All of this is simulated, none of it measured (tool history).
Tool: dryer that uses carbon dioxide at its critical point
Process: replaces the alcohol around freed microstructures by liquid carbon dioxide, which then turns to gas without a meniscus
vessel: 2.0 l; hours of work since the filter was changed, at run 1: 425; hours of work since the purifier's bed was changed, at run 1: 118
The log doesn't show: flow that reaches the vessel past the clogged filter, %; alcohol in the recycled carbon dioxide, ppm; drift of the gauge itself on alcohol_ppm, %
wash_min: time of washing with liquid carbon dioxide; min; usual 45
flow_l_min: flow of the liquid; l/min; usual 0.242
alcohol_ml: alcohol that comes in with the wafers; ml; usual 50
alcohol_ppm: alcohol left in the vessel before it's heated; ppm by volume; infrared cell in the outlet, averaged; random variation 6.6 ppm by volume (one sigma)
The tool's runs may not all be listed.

run	hour	wash_min	flow_l_min	alcohol_ml	hours of work since the filter was changed	hours of work since the purifier's bed was changed	alcohol_ppm
1	0.0	45	0.242	50	425	118	645
2	21.1	45	0.242	41	440	132	562
3	51.3	45	0.242	50	460	153	699
# hour 67.0: inlet filter changed
4	67.6	45	0.242	50	0	163	326
5	90.4	45	0.242	50	16	179	363
6	112.5	45	0.242	50	31	194	375
7	141.5	45	0.242	50	51	214	392
8	165.3	45	0.242	50	67	230	406
9	194.1	45	0.242	50	87	250	416
10	227.5	36	0.242	50	110	273	881
11	247.9	45	0.242	50	124	287	466
12	277.7	45	0.242	50	145	307	470
13	299.3	43	0.242	50	159	322	559
14	313.4	45	0.242	41	169	332	419
15	332.8	45	0.242	41	182	345	434
16	359.3	45	0.242	41	201	363	457
17	373.2	45	0.242	41	210	373	480
18	405.4	45	0.242	41	232	395	482
19	438.4	45	0.276	81	255	418	535
20	472.0	36	0.241	50	278	441	1174
21	497.8	43	0.242	103	295	458	1343
22	522.8	45	0.147	50	313	475	2630
23	542.1	45	0.310	30	326	489	251
24	567.1	45	0.280	50	343	506	432
25	582.0	45	0.280	50	353	516	437
26	614.1	46	0.235	50	375	538	726
27	648.1	53	0.147	71	399	561	2654
28	672.8	45	0.374	81	416	578	299
29	703.4	43	0.162	34	437	599	1827
30	729.4	43	0.162	34	454	617	1832
# hour 753.8: inlet filter changed
31	755.7	61	0.162	34	1	635	547
32	785.6	61	0.162	34	22	655	552
33	800.5	61	0.162	34	32	665	573
34	832.1	61	0.162	34	54	687	599

How the hidden state differs across the entries between the runs, from the last listed run before each to the first after it:
Between runs 3 and 4: inlet filter changed (hour 67.0)
  flow that reaches the vessel past the clogged filter, %: 81.8 -> 99.5; alcohol in the recycled carbon dioxide, ppm: 57.7 -> 61
  measured less the result without the state, alcohol_ppm: +404 -> +60 ppm by volume
Between runs 30 and 31: inlet filter changed (hour 753.8)
  flow that reaches the vessel past the clogged filter, %: 83 -> 99.4; alcohol in the recycled carbon dioxide, ppm: 213.2 -> 218.7
  measured less the result without the state, alcohol_ppm: +824 -> +222 ppm by volume
